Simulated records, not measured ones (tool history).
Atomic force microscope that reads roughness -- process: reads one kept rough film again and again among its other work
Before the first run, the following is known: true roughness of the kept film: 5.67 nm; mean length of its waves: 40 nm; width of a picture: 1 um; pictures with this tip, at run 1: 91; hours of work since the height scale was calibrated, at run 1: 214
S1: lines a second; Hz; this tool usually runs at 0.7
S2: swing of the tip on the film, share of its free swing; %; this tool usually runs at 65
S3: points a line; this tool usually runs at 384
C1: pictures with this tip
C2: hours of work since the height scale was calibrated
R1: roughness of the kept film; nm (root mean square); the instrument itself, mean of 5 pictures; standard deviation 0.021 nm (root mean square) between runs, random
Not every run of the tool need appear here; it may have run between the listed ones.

run,day,S1,S2,S3,C1,C2,R1
1,0,0.7,65,384,91,214,4.857
2,0.417,0.7,65,384,103,222,4.813
3,0.75,0.7,65,474,113,228,4.833
4,1.025,0.7,78,384,121,233,4.62
5,1.346,0.7,65,384,130,238,4.722
6,1.775,0.7,57,384,142,246,4.736
# day 2.183: new tip fitted
7,2.188,2.266,65,384,0,253,4.855
8,2.592,2.266,65,384,12,260,4.782
9,3.038,0.7,65,384,25,268,5.05
# day 3.129: height scale calibrated on a step standard
10,3.342,0.7,65,384,32,4,5.048
11,3.812,0.7,65,384,46,12,4.97
12,4.112,0.7,65,384,54,17,4.988
13,4.429,0.7,65,384,64,23,4.909
14,4.904,0.7,74,733,77,31,4.79
15,5.162,0.862,76,370,85,36,4.687
16,5.638,0.7,88,367,98,44,4.557
17,5.917,0.7,88,367,106,49,4.501
# day 6.338: height scale calibrated on a step standard, once more
18,6.338,0.7,88,367,117,0,4.458
19,6.721,3.23,87,340,128,7,3.437
20,6.979,0.768,81,275,136,11,4.518
21,7.496,0.768,81,275,151,20,4.444
# day 7.608: new tip fitted
22,8.033,1.584,86,384,12,30,4.359

Predict each of these 4 candidate next runs independently; none follows another, all start after run 22:
A,8.362,0.647,65,384,22,35,?
B,8.362,0.7,65,622,22,35,?
C,8.362,1.369,65,508,22,35,?
D,8.362,1.584,77,384,22,35,?

run,R1
A,5.081
B,5.085
C,4.966
D,4.607
The same runs, with their run-to-run variation unchanged, on a tool lacking any hidden condition would have given:
run,R1
A,5.161
B,5.165
C,5.044
D,4.68
